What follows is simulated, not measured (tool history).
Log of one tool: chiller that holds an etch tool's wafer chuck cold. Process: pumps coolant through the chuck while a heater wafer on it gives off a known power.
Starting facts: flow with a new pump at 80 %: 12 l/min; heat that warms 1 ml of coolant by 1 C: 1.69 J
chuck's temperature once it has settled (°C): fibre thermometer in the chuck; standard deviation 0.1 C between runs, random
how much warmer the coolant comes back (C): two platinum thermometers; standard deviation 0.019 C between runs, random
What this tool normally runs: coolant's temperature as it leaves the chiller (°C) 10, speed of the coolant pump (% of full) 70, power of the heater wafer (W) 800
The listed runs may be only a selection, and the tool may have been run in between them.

run    hour  coolant's temperature as it leaves the chiller (°C)  speed of the coolant pump (% of full)  power of the heater wafer (W)  chuck's temperature once it has settled (°C)  how much warmer the coolant comes back (C)
  1     0.0                                                   10                                     70                            800                                          16.6                                        2.74
  2    84.7                                                   10                                     70                            473                                          13.9                                        1.67
  3   158.4                                                   10                                     70                            800                                          16.5                                        2.81
  4   228.9                                                   10                                     70                            800                                          16.5                                        2.76
  5   298.9                                                   10                                     84                            800                                          15.6                                        2.34
  6   378.7                                                   10                                     84                            800                                          15.5                                        2.33
  7   463.5                                                   10                                     84                            800                                          15.5                                        2.36
  8   510.0                                                   10                                     84                            800                                          15.2                                        2.39
  9   591.3                                                   16                                     70                            925                                          23.5                                        3.32
 10   650.7                                                    5                                     88                            643                                           9.2                                        1.86
 11   737.0                                                   10                                     70                            601                                          15.0                                        2.28
 12   776.7                                                   13                                     70                            407                                          16.3                                        1.60
 13   863.1                                                    8                                     64                            712                                          14.3                                        2.90
 14   932.3                                                    8                                     64                            712                                          14.4                                        2.91
 15   975.7                                                   11                                     75                            960                                          18.2                                        3.28
 16  1051.5                                                   11                                     75                            960                                          18.6                                        3.33

3 options for the next run, each taken on its own from the tool as it stands now. Forecast them:
  A  1122.1                                                   11                                     64                            960                                             ?                                           ?
  B  1122.1                                                   11                                     70                           1060                                             ?                                           ?
  C  1122.1                                                   19                                     63                            800                                             ?                                           ?

run  chuck's temperature once it has settled (°C)  how much warmer the coolant comes back (C)
  A                                          19.8                                        3.94
  B                                          19.7                                        3.89
  C                                          26.3                                        3.39
The same runs, with their run-to-run variation unchanged, on a tool lacking any hidden condition would have given:
run  chuck's temperature once it has settled (°C)  how much warmer the coolant comes back (C)
  A                                          19.7                                        3.63
  B                                          19.6                                        3.59
  C                                          26.3                                        3.08
